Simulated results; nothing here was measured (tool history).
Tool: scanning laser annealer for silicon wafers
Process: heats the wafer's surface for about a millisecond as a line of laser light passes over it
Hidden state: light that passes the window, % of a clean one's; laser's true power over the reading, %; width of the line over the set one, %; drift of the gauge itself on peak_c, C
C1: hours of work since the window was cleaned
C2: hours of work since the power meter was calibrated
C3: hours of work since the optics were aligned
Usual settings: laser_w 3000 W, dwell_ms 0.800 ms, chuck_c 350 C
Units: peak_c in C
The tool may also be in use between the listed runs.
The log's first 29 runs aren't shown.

Run 30, day 79.933: usual settings but laser_w 2834 W, dwell_ms 0.776 ms; C1 293; C2 2357; C3 858. Result: peak_c 1028 C.
Run 31, day 82.812: usual settings but laser_w 2669 W, dwell_ms 0.577 ms, chuck_c 361 C; C1 339; C2 2403; C3 904. Result: peak_c 913 C.
Run 32, day 86.454: usual settings but laser_w 2669 W, dwell_ms 0.577 ms, chuck_c 361 C; C1 397; C2 2461; C3 963. Result: peak_c 909 C.
Run 33, day 89.975: usual settings but laser_w 2669 W, dwell_ms 0.577 ms, chuck_c 361 C; C1 453; C2 2518; C3 1019. Result: peak_c 907 C.
Run 34, day 92.925: usual settings but laser_w 3048 W; C1 501; C2 2565; C3 1066. Result: peak_c 1077 C.
At day 95.946: window over the wafer cleaned.
Run 35, day 96.838: usual settings but laser_w 3129 W, dwell_ms 0.677 ms, chuck_c 337 C; C1 14; C2 2626; C3 1128. Result: peak_c 1045 C.
Run 36, day 100.592: usual settings but chuck_c 312 C; C1 74; C2 2686; C3 1188. Result: peak_c 1039 C.
Run 37, day 103.192: usual settings but chuck_c 312 C; C1 116; C2 2728; C3 1229. Result: peak_c 1037 C.
Run 38, day 105.429: usual settings but laser_w 2653 W, chuck_c 325 C; C1 152; C2 2764; C3 1265. Result: peak_c 962 C.

Forecast each of these 3 alternatives for the next run:
Run A, day 107.708: usual settings but laser_w 3263 W, dwell_ms 0.893 ms, chuck_c 342 C; C1 188; C2 2800; C3 1302. Result: peak_c ?.
Run B, day 107.708: usual settings but laser_w 2647 W, chuck_c 358 C; C1 188; C2 2800; C3 1302. Result: peak_c ?.
Run C, day 107.708: usual settings but laser_w 2928 W, dwell_ms 0.613 ms, chuck_c 338 C; C1 188; C2 2800; C3 1302. Result: peak_c ?.

run  peak_c
  A    1168
  B     993
  C     963
Without the tool's hidden state the same runs would have given:
run  peak_c
  A    1214
  B    1028
  C     998
